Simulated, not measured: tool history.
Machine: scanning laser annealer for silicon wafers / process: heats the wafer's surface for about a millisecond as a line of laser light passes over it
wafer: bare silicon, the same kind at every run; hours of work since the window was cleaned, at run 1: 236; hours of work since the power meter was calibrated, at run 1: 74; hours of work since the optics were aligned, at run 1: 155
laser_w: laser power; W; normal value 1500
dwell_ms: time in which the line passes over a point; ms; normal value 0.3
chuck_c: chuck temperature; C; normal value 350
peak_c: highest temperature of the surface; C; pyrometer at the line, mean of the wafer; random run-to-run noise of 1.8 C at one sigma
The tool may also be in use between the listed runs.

| run | hour | laser_w | dwell_ms | chuck_c | hours of work since the window was cleaned | hours of work since the power meter was calibrated | hours of work since the optics were aligned | peak_c |
|---|---|---|---|---|---|---|---|---|
| 1 | 0 | 1500 | 0.3 | 350 | 236 | 74 | 155 | 1033 |
| 2 | 8.4 | 1500 | 0.295 | 350 | 242 | 80 | 161 | 1028 |
| 3 | 23.8 | 1500 | 0.295 | 350 | 254 | 92 | 173 | 1027 |
| 4 | 44.2 | 1500 | 0.295 | 350 | 270 | 108 | 188 | 1025 |
| 5 | 54.8 | 1500 | 0.348 | 350 | 278 | 116 | 196 | 1077 |
| 6 | 72.9 | 1500 | 0.348 | 350 | 291 | 129 | 210 | 1079 |
| 7 | 91.7 | 1500 | 0.348 | 350 | 306 | 144 | 225 | 1076 |
| 8 | 109 | 1500 | 0.348 | 350 | 319 | 157 | 238 | 1076 |
| 9 | 124.9 | 1500 | 0.348 | 350 | 331 | 169 | 250 | 1076 |
| 10 | 134.7 | 1500 | 0.3 | 350 | 338 | 176 | 257 | 1027 |
| 11 | 146.5 | 1500 | 0.268 | 350 | 347 | 185 | 266 | 992 |
| 12 | 157.8 | 1500 | 0.3 | 350 | 356 | 194 | 275 | 1023 |
|  | 173.9 | window over the wafer cleaned |
| 13 | 174 | 1500 | 0.3 | 350 | 0 | 205 | 285 | 1048 |
| 14 | 186 | 1330 | 0.3 | 350 | 9 | 214 | 295 | 974 |
| 15 | 197.3 | 1330 | 0.3 | 350 | 18 | 222 | 303 | 970 |
| 16 | 215.6 | 1330 | 0.3 | 350 | 32 | 236 | 317 | 976 |
| 17 | 230 | 1330 | 0.3 | 350 | 43 | 247 | 328 | 976 |
| 18 | 246.4 | 1330 | 0.3 | 350 | 55 | 260 | 340 | 971 |
| 19 | 256.1 | 1500 | 0.3 | 313 | 62 | 267 | 348 | 1008 |
| 20 | 275.1 | 1500 | 0.3 | 313 | 77 | 281 | 362 | 1007 |
| 21 | 284.6 | 1500 | 0.3 | 313 | 84 | 289 | 369 | 1006 |
| 22 | 297.2 | 1500 | 0.259 | 350 | 94 | 298 | 379 | 996 |
| 23 | 312.2 | 1558 | 0.3 | 350 | 105 | 310 | 390 | 1070 |
| 24 | 324 | 1558 | 0.3 | 350 | 114 | 318 | 399 | 1066 |
| 25 | 336.5 | 1558 | 0.3 | 350 | 124 | 328 | 409 | 1064 |
| 26 | 348.3 | 1558 | 0.315 | 350 | 132 | 337 | 418 | 1081 |
| 27 | 358.8 | 1558 | 0.315 | 350 | 140 | 345 | 426 | 1080 |
| 28 | 375.2 | 1603 | 0.374 | 350 | 153 | 357 | 438 | 1163 |
| 29 | 384.4 | 1432 | 0.354 | 342 | 160 | 364 | 445 | 1056 |
| 30 | 400.9 | 1383 | 0.3 | 372 | 172 | 377 | 458 | 1007 |
| 31 | 421.4 | 1500 | 0.252 | 345 | 188 | 392 | 473 | 974 |
| 32 | 437 | 1377 | 0.364 | 345 | 200 | 404 | 485 | 1043 |
| 33 | 456.1 | 1634 | 0.364 | 331 | 214 | 419 | 500 | 1138 |
| 34 | 474.9 | 1634 | 0.364 | 331 | 229 | 433 | 514 | 1139 |
| 35 | 487.4 | 1500 | 0.335 | 363 | 238 | 443 | 523 | 1081 |
| 36 | 498.2 | 1506 | 0.335 | 381 | 246 | 451 | 532 | 1099 |
| 37 | 510 | 1506 | 0.335 | 381 | 255 | 460 | 541 | 1101 |
| 38 | 523.1 | 1506 | 0.335 | 381 | 265 | 470 | 551 | 1102 |
| 39 | 532.2 | 1596 | 0.231 | 350 | 272 | 477 | 557 | 985 |
| 40 | 545.5 | 1500 | 0.306 | 316 | 282 | 487 | 568 | 998 |
| 41 | 556 | 1576 | 0.3 | 360 | 290 | 495 | 576 | 1068 |

Had the tool no unlogged condition, and each run kept its random variation, what would the results have been?
Hidden conditions of the tool in this case: light that passes the window, % of a clean one's; laser's true power over the reading, %; width of the line over the set one, %; drift of the gauge itself on peak_c, C.
| run | peak_c |
|---|---|
| 1 | 1051 |
| 2 | 1046 |
| 3 | 1046 |
| 4 | 1045 |
| 5 | 1099 |
| 6 | 1102 |
| 7 | 1101 |
| 8 | 1102 |
| 9 | 1102 |
| 10 | 1052 |
| 11 | 1016 |
| 12 | 1050 |
| 13 | 1049 |
| 14 | 976 |
| 15 | 972 |
| 16 | 980 |
| 17 | 980 |
| 18 | 976 |
| 19 | 1014 |
| 20 | 1014 |
| 21 | 1014 |
| 22 | 1003 |
| 23 | 1080 |
| 24 | 1076 |
| 25 | 1075 |
| 26 | 1092 |
| 27 | 1093 |
| 28 | 1178 |
| 29 | 1069 |
| 30 | 1020 |
| 31 | 988 |
| 32 | 1059 |
| 33 | 1159 |
| 34 | 1161 |
| 35 | 1101 |
| 36 | 1120 |
| 37 | 1122 |
| 38 | 1125 |
| 39 | 1005 |
| 40 | 1020 |
| 41 | 1092 |
